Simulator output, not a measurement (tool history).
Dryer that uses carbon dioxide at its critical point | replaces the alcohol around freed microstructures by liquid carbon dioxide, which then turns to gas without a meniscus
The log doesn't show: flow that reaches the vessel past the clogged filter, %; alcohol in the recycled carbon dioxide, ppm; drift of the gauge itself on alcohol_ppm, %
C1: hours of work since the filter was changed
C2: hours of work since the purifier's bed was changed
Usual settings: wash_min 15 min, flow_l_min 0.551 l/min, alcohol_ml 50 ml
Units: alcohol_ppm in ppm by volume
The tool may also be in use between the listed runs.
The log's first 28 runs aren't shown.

run 29 day=10.9 | wash_min=11 flow_l_min=0.418 alcohol_ml=28 | C1=32 C2=235 | alcohol_ppm=821
run 30 day=11.246 | wash_min=11 flow_l_min=0.418 alcohol_ml=28 | C1=38 C2=240 | alcohol_ppm=836
run 31 day=11.467 | wash_min=11 flow_l_min=0.418 alcohol_ml=28 | C1=41 C2=244 | alcohol_ppm=826
run 32 day=11.788 | wash_min=11 flow_l_min=0.418 alcohol_ml=28 | C1=46 C2=249 | alcohol_ppm=841
run 33 day=12.225 | wash_min=21 flow_l_min=0.551 alcohol_ml=50 | C1=53 C2=256 | alcohol_ppm=53
run 34 day=12.675 | wash_min=9 flow_l_min=0.551 alcohol_ml=50 | C1=60 C2=263 | alcohol_ppm=1057
run 35 day=12.9 | wash_min=11 flow_l_min=0.897 alcohol_ml=34 | C1=64 C2=266 | alcohol_ppm=59
run 36 day=13.408 | wash_min=18 flow_l_min=0.661 alcohol_ml=54 | C1=71 C2=274 | alcohol_ppm=50
run 37 day=13.883 | wash_min=15 flow_l_min=0.551 alcohol_ml=24 | C1=79 C2=281 | alcohol_ppm=93
run 38 day=14.333 | wash_min=10 flow_l_min=0.551 alcohol_ml=26 | C1=86 C2=288 | alcohol_ppm=426
run 39 day=14.688 | wash_min=15 flow_l_min=0.742 alcohol_ml=116 | C1=91 C2=294 | alcohol_ppm=65

3 ways to go on from here, each from the tool as it stands after run 39. What would each give?
run A day=15.092 | wash_min=22 flow_l_min=0.862 alcohol_ml=27 | C1=98 C2=300 | alcohol_ppm=?
run B day=15.092 | wash_min=15 flow_l_min=0.431 alcohol_ml=91 | C1=98 C2=300 | alcohol_ppm=?
run C day=15.092 | wash_min=16 flow_l_min=0.48 alcohol_ml=34 | C1=98 C2=300 | alcohol_ppm=?

run=A alcohol_ppm=61
run=B alcohol_ppm=734
run=C alcohol_ppm=142
Without the tool's hidden state the same runs would have given:
run=A alcohol_ppm=15
run=B alcohol_ppm=565
run=C alcohol_ppm=74
